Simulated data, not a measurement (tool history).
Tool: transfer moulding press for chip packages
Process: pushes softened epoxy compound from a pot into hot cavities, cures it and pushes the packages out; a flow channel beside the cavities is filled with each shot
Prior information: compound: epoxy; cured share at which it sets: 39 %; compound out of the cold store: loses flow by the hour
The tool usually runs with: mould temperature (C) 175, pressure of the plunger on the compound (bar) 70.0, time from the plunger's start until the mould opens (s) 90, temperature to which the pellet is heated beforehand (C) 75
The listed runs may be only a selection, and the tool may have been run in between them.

| run | hour | mould temperature (C) | pressure of the plunger on the compound (bar) | time from the plunger's start until the mould opens (s) | temperature to which the pellet is heated beforehand (C) | incoming compound's hours out of the cold store | length that the compound runs in the flow channel (mm) | greatest force on the pins that push the packages out (N) |
|---|---|---|---|---|---|---|---|---|
| 1 | 0.0 | 175 | 70.0 | 90 | 75 | 34.9 | 505 | 314 |
| 2 | 26.5 | 175 | 70.0 | 90 | 75 | 47.1 | 484 | 390 |
| 3 | 44.9 | 175 | 74.5 | 90 | 75 | 18.3 | 541 | 404 |
| 4 | 66.0 | 175 | 74.5 | 90 | 75 | 8.2 | 553 | 415 |
| 5 | 87.8 | 175 | 63.7 | 90 | 75 | 12.8 | 512 | 246 |
| 6 | 116.6 | 175 | 70.0 | 90 | 75 | 34.7 | 492 | 294 |
| 7 | 150.1 | 175 | 70.0 | 90 | 75 | 35.9 | 486 | 228 |
| 8 | 187.2 | 175 | 70.0 | 90 | 75 | 35.4 | 522 | 299 |
| 9 | 225.9 | 175 | 70.0 | 90 | 75 | 44.0 | 507 | 254 |
| 10 | 268.8 | 175 | 70.0 | 90 | 75 | 8.5 | 570 | 221 |
| 11 | 308.4 | 175 | 70.0 | 90 | 75 | 36.5 | 522 | 309 |
| 12 | 327.5 | 175 | 70.0 | 90 | 75 | 36.8 | 509 | 312 |
| 13 | 353.7 | 175 | 70.0 | 90 | 75 | 32.9 | 512 | 265 |
| 14 | 386.6 | 175 | 70.0 | 90 | 81 | 23.6 | 524 | 310 |
| 15 | 406.5 | 182 | 58.1 | 90 | 75 | 18.2 | 477 | 208 |
| 16 | 445.0 | 180 | 62.4 | 86 | 80 | 36.7 | 467 | 285 |
| 17 | 487.8 | 180 | 62.4 | 86 | 80 | 42.5 | 457 | 235 |
| 18 | 519.2 | 175 | 86.5 | 90 | 81 | 27.9 | 558 | 214 |
| 19 | 547.0 | 175 | 86.5 | 90 | 81 | 32.8 | 546 | 276 |
| 20 | 573.7 | 175 | 86.5 | 90 | 81 | 44.6 | 571 | 307 |
| 21 | 611.9 | 175 | 70.0 | 90 | 75 | 28.7 | 535 | 274 |
| 22 | 635.0 | 175 | 78.0 | 112 | 85 | 16.2 | 577 | 269 |
| 23 | 660.9 | 175 | 63.8 | 90 | 77 | 43.0 | 484 | 262 |
| 24 | 686.3 | 175 | 63.8 | 90 | 77 | 25.8 | 512 | 310 |
| 25 | 716.4 | 175 | 73.8 | 87 | 83 | 43.4 | 516 | 241 |
| 26 | 737.3 | 175 | 73.8 | 87 | 83 | 41.4 | 516 | 296 |
| 27 | 761.4 | 169 | 68.1 | 90 | 72 | 18.3 | 537 | 448 |

The log once held 15 entries between its listed runs, left out of this copy. Where does each go, and what is different about the tool's unlogged condition between the listed run before it and the listed run after it?
Run 1 -> run 2: cavities cleaned with cleaning compound and waxed (hour 15.4)
  true mould temperature over the reading, C: 0.03 -> 0.05; pressure that reaches the compound, % of what is set: 91.55 -> 90.64; grip of the stained cavities, % over clean ones': 46.9 -> 88.6
  the result without the hidden state subtracted from the measured one, length that the compound runs in the flow channel (mm): -23 -> -24; greatest force on the pins that push the packages out (N): +99 -> +183
Run 4 -> run 5: cavities cleaned with cleaning compound and waxed (hour 76.4); cavities cleaned with cleaning compound and waxed, once more (hour 81.6)
  true mould temperature over the reading, C: 0.08 -> 0.1; pressure that reaches the compound, % of what is set: 89.3 -> 88.6; grip of the stained cavities, % over clean ones': 85.8 -> 11.6
  the result without the hidden state subtracted from the measured one, length that the compound runs in the flow channel (mm): -33 -> -31; greatest force on the pins that push the packages out (N): +190 -> +24
Run 6 -> run 7: cavities cleaned with cleaning compound and waxed (hour 143.7)
  true mould temperature over the reading, C: 0.12 -> 0.15; pressure that reaches the compound, % of what is set: 87.61 -> 86.59; grip of the stained cavities, % over clean ones': 38.3 -> 7.4
  the result without the hidden state subtracted from the measured one, length that the compound runs in the flow channel (mm): -34 -> -37; greatest force on the pins that push the packages out (N): +80 -> +15
Run 7 -> run 8: plunger's sealing rings changed (hour 165.3)
  true mould temperature over the reading, C: 0.15 -> 0.17; pressure that reaches the compound, % of what is set: 86.59 -> 98.87; grip of the stained cavities, % over clean ones': 7.4 -> 39.1
  the result without the hidden state subtracted from the measured one, length that the compound runs in the flow channel (mm): -37 -> -3; greatest force on the pins that push the packages out (N): +15 -> +81
Run 8 -> run 9: cavities cleaned with cleaning compound and waxed (hour 208.2)
  true mould temperature over the reading, C: 0.17 -> 0.2; pressure that reaches the compound, % of what is set: 98.87 -> 97.63; grip of the stained cavities, % over clean ones': 39.1 -> 23
  the result without the hidden state subtracted from the measured one, length that the compound runs in the flow channel (mm): -3 -> -6; greatest force on the pins that push the packages out (N): +81 -> +46
Run 9 -> run 10: cavities cleaned with cleaning compound and waxed (hour 268.8)
  true mould temperature over the reading, C: 0.2 -> 0.23; pressure that reaches the compound, % of what is set: 97.63 -> 96.21; grip of the stained cavities, % over clean ones': 23 -> 1.5
  the result without the hidden state subtracted from the measured one, length that the compound runs in the flow channel (mm): -6 -> -11; greatest force on the pins that push the packages out (N): +46 -> +1
Run 12 -> run 13: cavities cleaned with cleaning compound and waxed (hour 331.7)
  true mould temperature over the reading, C: 0.28 -> 0.3; pressure that reaches the compound, % of what is set: 94.21 -> 93.36; grip of the stained cavities, % over clean ones': 50.4 -> 23.4
  the result without the hidden state subtracted from the measured one, length that the compound runs in the flow channel (mm): -16 -> -18; greatest force on the pins that push the packages out (N): +103 -> +47
Run 14 -> run 15: cavities cleaned with cleaning compound and waxed (hour 395.2)
  true mould temperature over the reading, C: 0.32 -> 0.34; pressure that reaches the compound, % of what is set: 92.25 -> 91.65; grip of the stained cavities, % over clean ones': 47.7 -> 17.3
  the result without the hidden state subtracted from the measured one, length that the compound runs in the flow channel (mm): -22 -> -21; greatest force on the pins that push the packages out (N): +99 -> +30
Run 16 -> run 17: cavities cleaned with cleaning compound and waxed (hour 457.0)
  true mould temperature over the reading, C: 0.37 -> 0.4; pressure that reaches the compound, % of what is set: 90.31 -> 88.92; grip of the stained cavities, % over clean ones': 46.5 -> 32.9
  the result without the hidden state subtracted from the measured one, length that the compound runs in the flow channel (mm): -25 -> -28; greatest force on the pins that push the packages out (N): +87 -> +59
Run 17 -> run 18: cavities cleaned with cleaning compound and waxed (hour 519.2)
  true mould temperature over the reading, C: 0.4 -> 0.42; pressure that reaches the compound, % of what is set: 88.92 -> 87.86; grip of the stained cavities, % over clean ones': 32.9 -> 0.5
  the result without the hidden state subtracted from the measured one, length that the compound runs in the flow channel (mm): -28 -> -37; greatest force on the pins that push the packages out (N): +59 -> -2
Run 19 -> run 20: plunger's sealing rings changed (hour 573.7)
  true mould temperature over the reading, C: 0.45 -> 0.47; pressure that reaches the compound, % of what is set: 86.84 -> 99.9; grip of the stained cavities, % over clean ones': 30.9 -> 47.6
  the result without the hidden state subtracted from the measured one, length that the compound runs in the flow channel (mm): -40 -> -1; greatest force on the pins that push the packages out (N): +61 -> +96
Run 20 -> run 21: cavities cleaned with cleaning compound and waxed (hour 582.8)
  true mould temperature over the reading, C: 0.47 -> 0.49; pressure that reaches the compound, % of what is set: 99.9 -> 98.68; grip of the stained cavities, % over clean ones': 47.6 -> 32.3
  the result without the hidden state subtracted from the measured one, length that the compound runs in the flow channel (mm): -1 -> -4; greatest force on the pins that push the packages out (N): +96 -> +61
Run 22 -> run 23: cavities cleaned with cleaning compound and waxed (hour 644.3)
  true mould temperature over the reading, C: 0.51 -> 0.53; pressure that reaches the compound, % of what is set: 97.82 -> 96.96; grip of the stained cavities, % over clean ones': 47.7 -> 22.7
  the result without the hidden state subtracted from the measured one, length that the compound runs in the flow channel (mm): -7 -> -8; greatest force on the pins that push the packages out (N): +85 -> +44
Run 24 -> run 25: cavities cleaned with cleaning compound and waxed (hour 706.1)
  true mould temperature over the reading, C: 0.55 -> 0.58; pressure that reaches the compound, % of what is set: 96.08 -> 95.07; grip of the stained cavities, % over clean ones': 42.5 -> 13.1
  the result without the hidden state subtracted from the measured one, length that the compound runs in the flow channel (mm): -11 -> -14; greatest force on the pins that push the packages out (N): +86 -> +23
